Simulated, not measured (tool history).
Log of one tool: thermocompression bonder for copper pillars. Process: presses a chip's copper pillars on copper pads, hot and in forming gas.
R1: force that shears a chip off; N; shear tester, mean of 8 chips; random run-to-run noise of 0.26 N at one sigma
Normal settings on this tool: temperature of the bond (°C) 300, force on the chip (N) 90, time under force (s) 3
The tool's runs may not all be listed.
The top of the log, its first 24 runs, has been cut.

{"run": 25, "day": 53.204, "temperature of the bond (°C)": 300, "force on the chip (N)": 59, "time under force (s)": 3, "R1": 54.7}
{"run": 26, "day": 56.071, "temperature of the bond (°C)": 295, "force on the chip (N)": 86, "time under force (s)": 3, "R1": 74.2}
{"day": 56.508, "done": "forming gas filter changed"}
{"run": 27, "day": 58.55, "temperature of the bond (°C)": 295, "force on the chip (N)": 86, "time under force (s)": 3, "R1": 78.6}
{"run": 28, "day": 60.529, "temperature of the bond (°C)": 301, "force on the chip (N)": 84, "time under force (s)": 4, "R1": 87.7}
{"run": 29, "day": 62.888, "temperature of the bond (°C)": 301, "force on the chip (N)": 84, "time under force (s)": 4, "R1": 86.8}
{"run": 30, "day": 66.042, "temperature of the bond (°C)": 272, "force on the chip (N)": 90, "time under force (s)": 3, "R1": 62.7}
{"day": 67.588, "done": "forming gas filter changed"}
{"run": 31, "day": 68.575, "temperature of the bond (°C)": 272, "force on the chip (N)": 78, "time under force (s)": 6, "R1": 74.1}
{"run": 32, "day": 71.433, "temperature of the bond (°C)": 272, "force on the chip (N)": 70, "time under force (s)": 2, "R1": 43.4}
{"run": 33, "day": 74.212, "temperature of the bond (°C)": 308, "force on the chip (N)": 67, "time under force (s)": 5, "R1": 83.6}
{"day": 77.317, "done": "heater calibrated with a thermocouple chip"}
{"run": 34, "day": 77.6, "temperature of the bond (°C)": 291, "force on the chip (N)": 73, "time under force (s)": 5, "R1": 73.5}
{"day": 78.767, "done": "forming gas filter changed"}
{"run": 35, "day": 80.246, "temperature of the bond (°C)": 293, "force on the chip (N)": 124, "time under force (s)": 3, "R1": 103.9}
{"run": 36, "day": 82.342, "temperature of the bond (°C)": 279, "force on the chip (N)": 105, "time under force (s)": 3, "R1": 80.4}
{"run": 37, "day": 85.204, "temperature of the bond (°C)": 279, "force on the chip (N)": 105, "time under force (s)": 3, "R1": 79.6}
{"run": 38, "day": 87.679, "temperature of the bond (°C)": 315, "force on the chip (N)": 82, "time under force (s)": 3, "R1": 88.4}

What if the next run were any one of these 5? Each begins from the tool's condition after run 38:
{"run": "A", "day": 89.454, "temperature of the bond (°C)": 329, "force on the chip (N)": 82, "time under force (s)": 3, "R1": "?"}
{"run": "B", "day": 89.454, "temperature of the bond (°C)": 323, "force on the chip (N)": 90, "time under force (s)": 3, "R1": "?"}
{"run": "C", "day": 89.454, "temperature of the bond (°C)": 309, "force on the chip (N)": 94, "time under force (s)": 2, "R1": "?"}
{"run": "D", "day": 89.454, "temperature of the bond (°C)": 300, "force on the chip (N)": 61, "time under force (s)": 7, "R1": "?"}
{"run": "E", "day": 89.454, "temperature of the bond (°C)": 315, "force on the chip (N)": 85, "time under force (s)": 7, "R1": "?"}

run=A R1=96.6
run=B R1=98.9
run=C R1=82.2
run=D R1=78.5
run=E R1=109.7
The same runs, with their run-to-run variation unchanged, on a tool lacking any hidden condition would have given:
run=A R1=97.4
run=B R1=99.9
run=C R1=81.8
run=D R1=77.8
run=E R1=111.9

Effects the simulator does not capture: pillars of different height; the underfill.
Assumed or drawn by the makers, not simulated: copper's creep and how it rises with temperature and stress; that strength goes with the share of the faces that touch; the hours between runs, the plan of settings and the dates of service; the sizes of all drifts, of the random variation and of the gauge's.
